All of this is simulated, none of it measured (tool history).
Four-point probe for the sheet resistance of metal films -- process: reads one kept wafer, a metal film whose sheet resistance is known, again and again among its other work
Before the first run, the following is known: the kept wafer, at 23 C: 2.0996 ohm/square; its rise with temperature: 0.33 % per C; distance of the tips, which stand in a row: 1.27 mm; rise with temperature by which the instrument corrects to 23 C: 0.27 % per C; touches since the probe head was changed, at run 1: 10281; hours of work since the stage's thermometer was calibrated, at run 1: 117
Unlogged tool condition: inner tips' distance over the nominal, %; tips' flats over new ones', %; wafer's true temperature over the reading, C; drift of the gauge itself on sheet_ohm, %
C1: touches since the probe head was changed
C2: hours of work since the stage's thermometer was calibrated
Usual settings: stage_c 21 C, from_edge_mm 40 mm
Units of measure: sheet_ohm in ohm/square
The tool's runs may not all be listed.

Run 1, hour 0: usual settings; C1 10281; C2 117. Result: sheet_ohm 2.098756 ohm/square.
Run 2, hour 106.5: usual settings; C1 16815; C2 192. Result: sheet_ohm 2.098775 ohm/square.
Run 3, hour 175.6: usual settings; C1 21057; C2 240. Result: sheet_ohm 2.099416 ohm/square.
Run 4, hour 253.2: usual settings; C1 25818; C2 294. Result: sheet_ohm 2.099825 ohm/square.
Run 5, hour 331.5: usual settings; C1 30624; C2 349. Result: sheet_ohm 2.100583 ohm/square.
Run 6, hour 400.3: usual settings; C1 34846; C2 397. Result: sheet_ohm 2.101213 ohm/square.
Run 7, hour 465.8: usual settings; C1 38866; C2 443. Result: sheet_ohm 2.101796 ohm/square.
Run 8, hour 595.6: usual settings; C1 46835; C2 534. Result: sheet_ohm 2.102076 ohm/square.
Run 9, hour 669.3: usual settings but from_edge_mm 7 mm; C1 51357; C2 585. Result: sheet_ohm 2.13843 ohm/square.
Run 10, hour 790.8: usual settings but from_edge_mm 7 mm; C1 58811; C2 670. Result: sheet_ohm 2.139282 ohm/square.
Run 11, hour 900.7: usual settings but from_edge_mm 7 mm; C1 65554; C2 747. Result: sheet_ohm 2.140835 ohm/square.
Run 12, hour 1000.2: usual settings; C1 71664; C2 816. Result: sheet_ohm 2.105497 ohm/square.
Run 13, hour 1092.4: usual settings; C1 77318; C2 881. Result: sheet_ohm 2.107053 ohm/square.
Run 14, hour 1166.1: usual settings but stage_c 27 C; C1 81843; C2 932. Result: sheet_ohm 2.114736 ohm/square.
Run 15, hour 1276.6: usual settings but stage_c 27 C; C1 88624; C2 1010. Result: sheet_ohm 2.11563 ohm/square.
Run 16, hour 1354.1: usual settings but stage_c 27 C, from_edge_mm 28 mm; C1 93379; C2 1064. Result: sheet_ohm 2.11748 ohm/square.
Run 17, hour 1467.4: usual settings but stage_c 27 C, from_edge_mm 28 mm; C1 100330; C2 1143. Result: sheet_ohm 2.117372 ohm/square.
Run 18, hour 1574.5: usual settings but stage_c 27 C, from_edge_mm 28 mm; C1 106905; C2 1218. Result: sheet_ohm 2.119011 ohm/square.
Run 19, hour 1678.5: usual settings but stage_c 27 C, from_edge_mm 28 mm; C1 113289; C2 1291. Result: sheet_ohm 2.119997 ohm/square.
Run 20, hour 1735.2: usual settings but stage_c 24 C, from_edge_mm 54 mm; C1 116770; C2 1330. Result: sheet_ohm 2.113582 ohm/square.
Run 21, hour 1855.6: usual settings but stage_c 24 C, from_edge_mm 54 mm; C1 124156; C2 1414. Result: sheet_ohm 2.114626 ohm/square.
Run 22, hour 1912.2: usual settings but stage_c 27 C, from_edge_mm 37 mm; C1 127628; C2 1454. Result: sheet_ohm 2.119999 ohm/square.
Run 23, hour 2010.2: usual settings but stage_c 27 C, from_edge_mm 37 mm; C1 133645; C2 1522. Result: sheet_ohm 2.121036 ohm/square.
Run 24, hour 2076.3: usual settings but stage_c 19 C, from_edge_mm 4 mm; C1 137699; C2 1569. Result: sheet_ohm 2.217064 ohm/square.
Run 25, hour 2150.5: usual settings but stage_c 32 C, from_edge_mm 4 mm; C1 142251; C2 1620. Result: sheet_ohm 2.235491 ohm/square.
Run 26, hour 2243.8: usual settings but stage_c 20 C, from_edge_mm 4 mm; C1 147977; C2 1686. Result: sheet_ohm 2.222229 ohm/square.
Run 27, hour 2327.7: usual settings but stage_c 30 C; C1 153126; C2 1744. Result: sheet_ohm 2.126347 ohm/square.
Run 28, hour 2386.2: usual settings but stage_c 29 C, from_edge_mm 5 mm; C1 156719; C2 1785. Result: sheet_ohm 2.196491 ohm/square.
Run 29, hour 2442.9: usual settings but from_edge_mm 38 mm; C1 160197; C2 1825. Result: sheet_ohm 2.116184 ohm/square.
Run 30, hour 2506.2: usual settings but stage_c 35 C, from_edge_mm 67 mm; C1 164080; C2 1869. Result: sheet_ohm 2.133638 ohm/square.
Run 31, hour 2562: usual settings but from_edge_mm 31 mm; C1 167504; C2 1908. Result: sheet_ohm 2.117569 ohm/square.
At hour 2654.8: new probe head fitted.
Run 32, hour 2654.8: usual settings but stage_c 34 C, from_edge_mm 54 mm; C1 0; C2 1972. Result: sheet_ohm 2.117316 ohm/square.
Run 33, hour 2761.9: usual settings but stage_c 25 C, from_edge_mm 10 mm; C1 6577; C2 2047. Result: sheet_ohm 2.124499 ohm/square.

What if the next run were any one of these 3? Each begins from the tool's condition after run 33:
Run A, hour 2824: usual settings but stage_c 20 C, from_edge_mm 10 mm; C1 10388; C2 2091. Result: sheet_ohm ?.
Run B, hour 2824: usual settings but stage_c 33 C, from_edge_mm 6 mm; C1 10388; C2 2091. Result: sheet_ohm ?.
Run C, hour 2824: usual settings but stage_c 20 C; C1 10388; C2 2091. Result: sheet_ohm ?.

run  sheet_ohm
  A   2.118089
  B   2.165957
  C   2.100574
Take away the tool's hidden state, keep each run's random variation, and the runs would have read:
run  sheet_ohm
  A   2.113515
  B    2.16115
  C   2.096033
